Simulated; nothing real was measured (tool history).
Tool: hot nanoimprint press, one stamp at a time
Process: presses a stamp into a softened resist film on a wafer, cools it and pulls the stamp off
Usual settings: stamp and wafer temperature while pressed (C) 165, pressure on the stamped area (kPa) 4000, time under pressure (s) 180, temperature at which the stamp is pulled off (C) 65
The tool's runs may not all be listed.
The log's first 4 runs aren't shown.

run     day  stamp and wafer temperature while pressed (C)  pressure on the stamped area (kPa)  time under pressure (s)  temperature at which the stamp is pulled off (C)  resist left under the stamp's widest pad (Å)  greatest force while the stamp is pulled off (N)
  5   1.600                                            165                                4000                      180                                                65                                          2517                                               227
  6   2.004                                            165                                4000                      180                                                65                                          2505                                               230
  7   2.462                                            165                                4000                      180                                                52                                          2512                                               261
  8   2.904                                            165                                4000                      180                                                52                                          2510                                               266
  9   3.175                                            165                                4000                      180                                                52                                          2501                                               267
 10   3.583                                            165                                4000                      180                                                52                                          2504                                               269
 11   4.021                                            165                                4000                      180                                                65                                          2500                                               236
 12   4.629                                            165                                4000                      180                                                65                                          2498                                               239
      5.183  -- plate thermocouple calibrated
 13   5.333                                            165                                4000                      180                                                65                                          2448                                               244
 14   5.808                                            165                                4000                      180                                                65                                          2448                                               248
 15   6.271                                            165                                4000                      182                                                65                                          2442                                               250
 16   6.704                                            165                                4000                      164                                                65                                          2516                                               252
 17   7.017                                            157                                4760                      164                                                65                                          3265                                               255
 18   7.562                                            157                                4760                      164                                                65                                          3264                                               253
 19   7.904                                            157                                4760                      164                                                65                                          3265                                               254
      8.071  -- plate thermocouple calibrated, once more
 20   8.475                                            163                                5690                      265                                                54                                          2090                                               287
      8.850  -- stamp cleaned and given a new release coat
 21   9.317                                            163                                5080                      126                                                54                                          2787                                               233
 22   9.625                                            165                                3510                      180                                                67                                          2779                                               211
 23   9.962                                            165                                3510                      180                                                71                                          2769                                               207
 24  10.529                                            156                                3510                      180                                                71                                          3904                                               207

The next listed run, before its measurement:
 25  10.879                                            162                                3040                       94                                                69                                             ?                                                 ?

{"run 25": {"resist left under the stamp's widest pad (Å)": 3844, "greatest force while the stamp is pulled off (N)": 212}}
Without the tool's hidden state the same run would have given resist left under the stamp's widest pad (Å) 3838, greatest force while the stamp is pulled off (N) 203.
